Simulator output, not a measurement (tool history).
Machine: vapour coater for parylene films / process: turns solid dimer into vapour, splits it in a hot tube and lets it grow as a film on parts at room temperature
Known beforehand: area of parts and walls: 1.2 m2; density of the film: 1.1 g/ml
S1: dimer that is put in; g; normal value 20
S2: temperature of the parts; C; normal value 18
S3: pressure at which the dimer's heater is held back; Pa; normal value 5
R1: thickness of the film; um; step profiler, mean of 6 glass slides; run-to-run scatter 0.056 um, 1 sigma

{"run": 1, "hour": 0.0, "S1": 20, "S2": 18, "S3": 5, "R1": 7.18}
{"run": 2, "hour": 26.2, "S1": 20, "S2": 18, "S3": 5, "R1": 7.21}
{"run": 3, "hour": 62.0, "S1": 20, "S2": 18, "S3": 5, "R1": 7.06}
{"run": 4, "hour": 100.1, "S1": 20, "S2": 18, "S3": 5, "R1": 7.24}
{"hour": 122.6, "done": "table's thermometer calibrated"}
{"run": 5, "hour": 133.7, "S1": 20, "S2": 18, "S3": 5, "R1": 7.18}
{"run": 6, "hour": 160.3, "S1": 20, "S2": 10, "S3": 5, "R1": 9.48}
{"run": 7, "hour": 201.2, "S1": 20, "S2": 10, "S3": 5, "R1": 9.51}
{"hour": 240.5, "done": "trap's valve overhauled"}
{"run": 8, "hour": 241.3, "S1": 20, "S2": 10, "S3": 5, "R1": 10.13}
{"run": 9, "hour": 284.9, "S1": 20, "S2": 10, "S3": 5, "R1": 9.96}
{"run": 10, "hour": 315.6, "S1": 20, "S2": 19, "S3": 5, "R1": 7.24}
{"run": 11, "hour": 364.5, "S1": 20, "S2": 18, "S3": 5, "R1": 7.52}
{"run": 12, "hour": 399.8, "S1": 20, "S2": 18, "S3": 5, "R1": 7.37}
{"run": 13, "hour": 437.8, "S1": 20, "S2": 18, "S3": 5, "R1": 7.29}
{"run": 14, "hour": 465.9, "S1": 20, "S2": 18, "S3": 5, "R1": 7.38}
{"run": 15, "hour": 507.6, "S1": 30, "S2": 18, "S3": 5, "R1": 11.07}
{"run": 16, "hour": 532.0, "S1": 30, "S2": 18, "S3": 5, "R1": 10.99}
{"run": 17, "hour": 562.9, "S1": 11, "S2": 18, "S3": 5, "R1": 3.97}
{"run": 18, "hour": 601.3, "S1": 11, "S2": 18, "S3": 5, "R1": 4.01}
{"run": 19, "hour": 645.3, "S1": 11, "S2": 18, "S3": 5, "R1": 3.95}
{"run": 20, "hour": 680.0, "S1": 11, "S2": 18, "S3": 5, "R1": 4.01}
{"run": 21, "hour": 721.7, "S1": 11, "S2": 18, "S3": 5, "R1": 3.99}
{"run": 22, "hour": 758.7, "S1": 20, "S2": 18, "S3": 4.06, "R1": 7.43}
{"run": 23, "hour": 793.9, "S1": 20, "S2": 18, "S3": 5, "R1": 7.21}
{"run": 24, "hour": 840.9, "S1": 20, "S2": 18, "S3": 7.06, "R1": 6.61}
{"hour": 851.3, "done": "trap's valve overhauled"}
{"run": 25, "hour": 882.5, "S1": 20, "S2": 22, "S3": 8.36, "R1": 6}
{"run": 26, "hour": 930.4, "S1": 20, "S2": 22, "S3": 8.36, "R1": 5.94}
{"run": 27, "hour": 971.9, "S1": 20, "S2": 12, "S3": 10.21, "R1": 8.12}
{"run": 28, "hour": 1014.3, "S1": 25, "S2": 20, "S3": 3.03, "R1": 9.44}
{"run": 29, "hour": 1055.4, "S1": 25, "S2": 20, "S3": 3.03, "R1": 9.44}
{"run": 30, "hour": 1086.7, "S1": 10, "S2": 18, "S3": 10.1, "R1": 3.23}
{"run": 31, "hour": 1119.7, "S1": 10, "S2": 18, "S3": 10.1, "R1": 3.23}
{"run": 32, "hour": 1166.4, "S1": 10, "S2": 18, "S3": 10.1, "R1": 3.19}
{"run": 33, "hour": 1194.4, "S1": 34, "S2": 18, "S3": 5, "R1": 12.47}
{"run": 34, "hour": 1237.9, "S1": 34, "S2": 18, "S3": 5, "R1": 12.37}
{"run": 35, "hour": 1271.1, "S1": 34, "S2": 18, "S3": 5, "R1": 12.32}
{"run": 36, "hour": 1307.8, "S1": 32, "S2": 13, "S3": 5.16, "R1": 13.71}
{"run": 37, "hour": 1341.3, "S1": 32, "S2": 13, "S3": 5.16, "R1": 13.47}
{"run": 38, "hour": 1365.3, "S1": 20, "S2": 17, "S3": 10.77, "R1": 6.43}
{"run": 39, "hour": 1399.2, "S1": 8, "S2": 22, "S3": 5.82, "R1": 2.43}
{"run": 40, "hour": 1425.0, "S1": 14, "S2": 28, "S3": 5.82, "R1": 3.36}
{"run": 41, "hour": 1453.3, "S1": 11, "S2": 19, "S3": 3.09, "R1": 4.11}
{"hour": 1461.8, "done": "trap's valve overhauled"}
{"run": 42, "hour": 1482.2, "S1": 9, "S2": 30, "S3": 3.09, "R1": 2.41}
{"run": 43, "hour": 1516.9, "S1": 22, "S2": 10, "S3": 10.33, "R1": 9.51}
{"run": 44, "hour": 1550.7, "S1": 22, "S2": 14, "S3": 10.33, "R1": 8.28}
{"run": 45, "hour": 1593.9, "S1": 29, "S2": 26, "S3": 7.19, "R1": 7.52}
{"run": 46, "hour": 1627.0, "S1": 12, "S2": 28, "S3": 5, "R1": 3.05}

Subtracting, for every run, the result it would have given without the tool's unlogged condition from the measured result gives the following. The same run-to-run variation enters both numbers; the gauge's scatter may not:
Hidden state at play: vapour lost through the trap's worn valve, %; true temperature of the parts over the reading, C; drift of the gauge itself on film_um, %.
run=1 R1=-0.41
run=2 R1=-0.44
run=3 R1=-0.47
run=4 R1=-0.5
run=5 R1=-0.38
run=6 R1=-0.54
run=7 R1=-0.59
run=8 R1=-0.02
run=9 R1=-0.07
run=10 R1=-0.08
run=11 R1=-0.12
run=12 R1=-0.15
run=13 R1=-0.18
run=14 R1=-0.2
run=15 R1=-0.36
run=16 R1=-0.39
run=17 R1=-0.16
run=18 R1=-0.18
run=19 R1=-0.2
run=20 R1=-0.21
run=21 R1=-0.23
run=22 R1=-0.47
run=23 R1=-0.49
run=24 R1=-0.49
run=25 R1=-0.06
run=26 R1=-0.09
run=27 R1=-0.16
run=28 R1=-0.23
run=29 R1=-0.28
run=30 R1=-0.11
run=31 R1=-0.12
run=32 R1=-0.13
run=33 R1=-0.57
run=34 R1=-0.64
run=35 R1=-0.68
run=36 R1=-0.82
run=37 R1=-0.86
run=38 R1=-0.44
run=39 R1=-0.17
run=40 R1=-0.25
run=41 R1=-0.32
run=42 R1=-0.05
run=43 R1=-0.25
run=44 R1=-0.25
run=45 R1=-0.26
run=46 R1=-0.12
